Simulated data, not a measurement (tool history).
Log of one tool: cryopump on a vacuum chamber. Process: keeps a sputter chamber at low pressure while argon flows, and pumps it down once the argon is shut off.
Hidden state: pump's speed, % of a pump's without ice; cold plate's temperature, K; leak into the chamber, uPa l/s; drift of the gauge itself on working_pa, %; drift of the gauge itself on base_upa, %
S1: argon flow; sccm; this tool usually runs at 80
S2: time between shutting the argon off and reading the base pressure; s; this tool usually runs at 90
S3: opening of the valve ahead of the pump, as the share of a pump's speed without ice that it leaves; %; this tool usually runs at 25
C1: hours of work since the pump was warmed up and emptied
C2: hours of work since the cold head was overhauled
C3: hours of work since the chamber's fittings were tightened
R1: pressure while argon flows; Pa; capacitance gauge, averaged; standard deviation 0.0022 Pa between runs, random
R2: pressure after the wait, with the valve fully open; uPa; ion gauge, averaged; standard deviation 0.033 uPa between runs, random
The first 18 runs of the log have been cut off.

Run 19, hour 1669.4: usual settings but S1 45 sccm, S2 65 s, S3 23 %; C1 329; C2 1321; C3 1495. Result: R1 0.3531 Pa, R2 3.23 uPa.
Run 20, hour 1734.3: usual settings but S1 72 sccm, S2 25 s, S3 39 %; C1 365; C2 1358; C3 1532. Result: R1 0.3547 Pa, R2 6.51 uPa.
Run 21, hour 1801.3: usual settings but S1 48 sccm, S2 143 s, S3 18 %; C1 402; C2 1395; C3 1569. Result: R1 0.4839 Pa, R2 2.39 uPa.
Run 22, hour 1877.1: usual settings but S1 48 sccm, S2 143 s, S3 18 %; C1 445; C2 1437; C3 1612. Result: R1 0.4907 Pa, R2 2.43 uPa.
Run 23, hour 1944.1: usual settings but S1 48 sccm, S2 143 s, S3 18 %; C1 482; C2 1475; C3 1649. Result: R1 0.4873 Pa, R2 2.53 uPa.
At hour 1974.2: pump warmed up, emptied and cooled again.
Run 24, hour 2072.7: usual settings but S2 291 s, S3 22 %; C1 55; C2 1544; C3 1718. Result: R1 0.6212 Pa, R2 1.64 uPa.
Run 25, hour 2129: usual settings but S1 53 sccm, S2 157 s, S3 45 %; C1 87; C2 1576; C3 1750. Result: R1 0.2054 Pa, R2 2.05 uPa.
Run 26, hour 2224.9: usual settings but S1 53 sccm, S2 157 s, S3 45 %; C1 140; C2 1629; C3 1803. Result: R1 0.2106 Pa, R2 2.12 uPa.
Run 27, hour 2286: usual settings but S1 44 sccm, S2 147 s, S3 48 %; C1 174; C2 1663; C3 1838. Result: R1 0.1673 Pa, R2 2.22 uPa.
Run 28, hour 2415.4: usual settings but S1 44 sccm, S2 147 s, S3 48 %; C1 247; C2 1736; C3 1910. Result: R1 0.1723 Pa, R2 2.4 uPa.
Run 29, hour 2501.8: usual settings but S1 44 sccm, S2 147 s, S3 48 %; C1 295; C2 1784; C3 1958. Result: R1 0.1767 Pa, R2 2.46 uPa.
Run 30, hour 2606.3: usual settings but S1 74 sccm, S2 40 s; C1 354; C2 1843; C3 2017. Result: R1 0.5408 Pa, R2 5.06 uPa.
Run 31, hour 2696.5: usual settings but S1 74 sccm, S2 40 s; C1 404; C2 1893; C3 2067. Result: R1 0.5538 Pa, R2 5.04 uPa.
Run 32, hour 2760: usual settings but S1 74 sccm, S2 40 s; C1 440; C2 1929; C3 2103. Result: R1 0.5565 Pa, R2 5.03 uPa.
At hour 2861.7: pump warmed up, emptied and cooled again.
Run 33, hour 2881.8: usual settings but S1 74 sccm, S2 40 s; C1 11; C2 1994; C3 2168. Result: R1 0.5069 Pa, R2 4.71 uPa.

Here are 5 independent what-if runs from the current tool condition. What would each one return?
Run A, hour 2983.3: usual settings but S1 41 sccm; C1 68; C2 2051; C3 2225. Result: R1 ?, R2 ?.
Run B, hour 2983.3: usual settings but S1 47 sccm, S2 157 s, S3 51 %; C1 68; C2 2051; C3 2225. Result: R1 ?, R2 ?.
Run C, hour 2983.3: usual settings but S1 57 sccm, S2 46 s, S3 15 %; C1 68; C2 2051; C3 2225. Result: R1 ?, R2 ?.
Run D, hour 2983.3: usual settings but S1 115 sccm, S2 40 s, S3 37 %; C1 68; C2 2051; C3 2225. Result: R1 ?, R2 ?.
Run E, hour 2983.3: usual settings but S1 63 sccm, S2 149 s, S3 21 %; C1 68; C2 2051; C3 2225. Result: R1 ?, R2 ?.

run      R1    R2
  A  0.2835  2.93
  B  0.1636  2.18
  C  0.6552  4.31
  D  0.5466   4.8
  E  0.5136  2.35
Had the tool no hidden state, the same runs would have come out as:
run      R1    R2
  A   0.278  1.78
  B  0.1573  1.06
  C  0.6476  3.17
  D  0.5312  3.64
  E  0.5052   1.2

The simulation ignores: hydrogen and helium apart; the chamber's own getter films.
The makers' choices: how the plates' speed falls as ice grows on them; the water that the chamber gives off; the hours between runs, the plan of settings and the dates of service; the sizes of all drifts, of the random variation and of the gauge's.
